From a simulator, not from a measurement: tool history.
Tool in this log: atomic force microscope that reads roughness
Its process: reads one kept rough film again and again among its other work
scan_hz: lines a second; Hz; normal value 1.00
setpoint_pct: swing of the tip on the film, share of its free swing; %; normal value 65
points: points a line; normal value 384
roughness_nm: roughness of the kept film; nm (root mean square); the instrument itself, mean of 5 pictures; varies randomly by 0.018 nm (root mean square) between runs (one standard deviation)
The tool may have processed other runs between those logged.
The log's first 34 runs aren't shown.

run	day	scan_hz	setpoint_pct	points	pictures with this tip	hours of work since the height scale was calibrated	roughness_nm
35	66.596	1.03	65	576	101	2536	4.184
36	68.621	1.32	89	844	164	2570	3.647
37	70.912	1.32	89	844	235	2607	3.581
38	72.979	1.32	89	844	300	2641	3.489
39	74.629	1.32	89	844	351	2669	3.432
# day 76.033: new tip fitted
40	77.604	1.32	89	844	49	2717	3.772
41	80.433	3.18	65	342	137	2764	3.826
42	82.383	3.18	65	342	198	2796	3.753
43	84.758	2.16	83	304	272	2835	3.385
44	86.638	1.00	65	401	331	2866	3.846
# day 88.708: new tip fitted
45	88.904	1.00	65	401	6	2903	4.299
46	90.875	1.00	65	401	67	2935	4.188
47	92.638	1.00	78	597	122	2964	3.961
# day 93.917: height scale calibrated on a step standard
48	94.458	1.00	78	597	178	9	3.999
49	96.225	1.00	78	597	233	38	3.931
50	98.554	1.00	78	296	305	76	3.816
51	100.704	0.66	86	935	372	112	3.743

Predict each of these 4 candidate next runs independently; none follows another, all start after run 51:
# day 101.404: new tip fitted
A	103.362	1.78	65	384	61	155	?
# day 101.404: new tip fitted
B	103.362	1.71	86	462	61	155	?
# day 101.404: new tip fitted
C	103.362	1.00	89	517	61	155	?
# day 101.404: new tip fitted
D	103.362	1.31	64	470	61	155	?

run	roughness_nm
A	4.188
B	3.774
C	3.972
D	4.254
With the hidden condition removed and each run's random variation left untouched, the same runs would have given:
run	roughness_nm
A	4.300
B	3.876
C	4.079
D	4.368
